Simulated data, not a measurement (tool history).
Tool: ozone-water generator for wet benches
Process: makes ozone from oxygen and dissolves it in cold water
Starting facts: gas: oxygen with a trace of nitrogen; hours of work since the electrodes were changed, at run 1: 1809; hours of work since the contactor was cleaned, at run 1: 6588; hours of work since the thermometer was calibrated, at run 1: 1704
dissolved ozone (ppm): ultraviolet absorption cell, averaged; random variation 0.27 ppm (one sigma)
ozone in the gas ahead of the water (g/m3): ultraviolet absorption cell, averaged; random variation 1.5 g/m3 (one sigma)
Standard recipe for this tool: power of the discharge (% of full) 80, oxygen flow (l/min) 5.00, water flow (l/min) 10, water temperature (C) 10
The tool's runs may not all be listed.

| run | day | power of the discharge (% of full) | oxygen flow (l/min) | water flow (l/min) | water temperature (C) | hours of work since the electrodes were changed | hours of work since the contactor was cleaned | hours of work since the thermometer was calibrated | dissolved ozone (ppm) | ozone in the gas ahead of the water (g/m3) |
|---|---|---|---|---|---|---|---|---|---|---|
| 1 | 0.000 | 80 | 5.00 | 10 | 10 | 1809 | 6588 | 1704 | 36.6 | 278.9 |
| 2 | 2.358 | 80 | 5.00 | 8 | 10 | 1865 | 6644 | 1760 | 43.6 | 278.0 |
| 3 | 4.325 | 80 | 5.00 | 10 | 10 | 1912 | 6690 | 1807 | 36.3 | 278.0 |
| 4 | 6.325 | 80 | 5.00 | 10 | 10 | 1959 | 6738 | 1854 | 35.9 | 276.9 |
| 5 | 7.742 | 80 | 5.00 | 10 | 10 | 1993 | 6772 | 1888 | 36.1 | 278.2 |
| 6 | 8.833 | 80 | 5.00 | 10 | 10 | 2019 | 6797 | 1914 | 36.0 | 278.7 |
| 7 | 10.283 | 80 | 3.00 | 8 | 10 | 2053 | 6832 | 1948 | 43.3 | 349.5 |
| 8 | 12.112 | 80 | 3.00 | 8 | 10 | 2097 | 6875 | 1992 | 43.4 | 351.1 |
| 9 | 13.371 | 67 | 3.81 | 14 | 10 | 2127 | 6905 | 2022 | 22.8 | 274.0 |
| 10 | 15.100 | 67 | 6.70 | 8 | 10 | 2168 | 6946 | 2063 | 35.9 | 210.1 |
| 11 | 16.717 | 67 | 6.70 | 8 | 10 | 2206 | 6985 | 2101 | 36.2 | 212.1 |
| 12 | 18.288 | 67 | 6.70 | 8 | 10 | 2243 | 7022 | 2138 | 36.1 | 210.0 |

Consider 3 possible next runs. They are alternatives, not a sequence: every one starts from the tool as it was left by run 12. What does each give?
| A | 20.404 | 67 | 8.36 | 8 | 7 | 2294 | 7072 | 2189 | ? | ? |
| B | 20.404 | 100 | 5.00 | 10 | 13 | 2294 | 7072 | 2189 | ? | ? |
| C | 20.404 | 67 | 6.70 | 8 | 5 | 2294 | 7072 | 2189 | ? | ? |

| run | dissolved ozone (ppm) | ozone in the gas ahead of the water (g/m3) |
|---|---|---|
| A | 37.6 | 190.6 |
| B | 40.2 | 328.4 |
| C | 39.8 | 212.0 |
Stripped of hidden state, with their random variation kept, the same runs would have yielded:
| run | dissolved ozone (ppm) | ozone in the gas ahead of the water (g/m3) |
|---|---|---|
| A | 42.4 | 196.9 |
| B | 46.1 | 343.0 |
| C | 44.9 | 219.1 |
